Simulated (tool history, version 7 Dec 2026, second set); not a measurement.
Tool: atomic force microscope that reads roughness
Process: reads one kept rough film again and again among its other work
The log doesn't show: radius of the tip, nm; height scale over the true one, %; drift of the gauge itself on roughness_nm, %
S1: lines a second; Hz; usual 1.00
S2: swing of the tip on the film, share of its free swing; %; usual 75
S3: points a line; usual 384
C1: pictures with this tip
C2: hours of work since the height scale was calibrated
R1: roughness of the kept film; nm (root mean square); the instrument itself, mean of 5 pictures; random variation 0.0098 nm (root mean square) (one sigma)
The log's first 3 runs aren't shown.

-- hour=33.7 new tip fitted
run 4 hour=37.0 | S1=1.00 S2=63 S3=384 | C1=4 C2=569 | R1=2.936
run 5 hour=52.7 | S1=1.00 S2=63 S3=384 | C1=28 C2=581 | R1=2.919
run 6 hour=68.5 | S1=1.00 S2=63 S3=384 | C1=52 C2=594 | R1=2.891
run 7 hour=76.1 | S1=1.00 S2=63 S3=384 | C1=64 C2=600 | R1=2.879
run 8 hour=90.6 | S1=1.00 S2=63 S3=384 | C1=85 C2=611 | R1=2.844
run 9 hour=98.7 | S1=1.00 S2=63 S3=384 | C1=98 C2=617 | R1=2.829
run 10 hour=107.3 | S1=1.00 S2=63 S3=384 | C1=111 C2=624 | R1=2.850
run 11 hour=115.7 | S1=1.00 S2=63 S3=384 | C1=123 C2=630 | R1=2.806
run 12 hour=123.4 | S1=1.00 S2=63 S3=384 | C1=135 C2=636 | R1=2.812
run 13 hour=136.1 | S1=1.51 S2=75 S3=384 | C1=154 C2=646 | R1=2.598
run 14 hour=145.9 | S1=1.51 S2=75 S3=384 | C1=169 C2=654 | R1=2.563
run 15 hour=156.1 | S1=1.51 S2=75 S3=384 | C1=184 C2=662 | R1=2.551
run 16 hour=164.9 | S1=0.70 S2=61 S3=541 | C1=197 C2=669 | R1=2.789
-- hour=173.6 new tip fitted
run 17 hour=180.9 | S1=2.96 S2=63 S3=872 | C1=11 C2=681 | R1=2.722
run 18 hour=189.1 | S1=0.52 S2=78 S3=262 | C1=23 C2=687 | R1=2.884
run 19 hour=197.5 | S1=0.60 S2=75 S3=661 | C1=36 C2=694 | R1=2.889
run 20 hour=212.5 | S1=0.59 S2=71 S3=346 | C1=58 C2=705 | R1=2.877
run 21 hour=228.7 | S1=0.59 S2=71 S3=346 | C1=83 C2=718 | R1=2.856
-- hour=230.7 height scale calibrated on a step standard
run 22 hour=244.4 | S1=3.01 S2=75 S3=373 | C1=105 C2=11 | R1=2.360

The next listed run, before its measurement:
run 23 hour=254.5 | S1=0.85 S2=56 S3=266 | C1=120 C2=19 | R1=?

Run 23 gave R1 2.864 nm (root mean square).
Without the tool's hidden state the same run would have given R1 3.000 nm (root mean square).
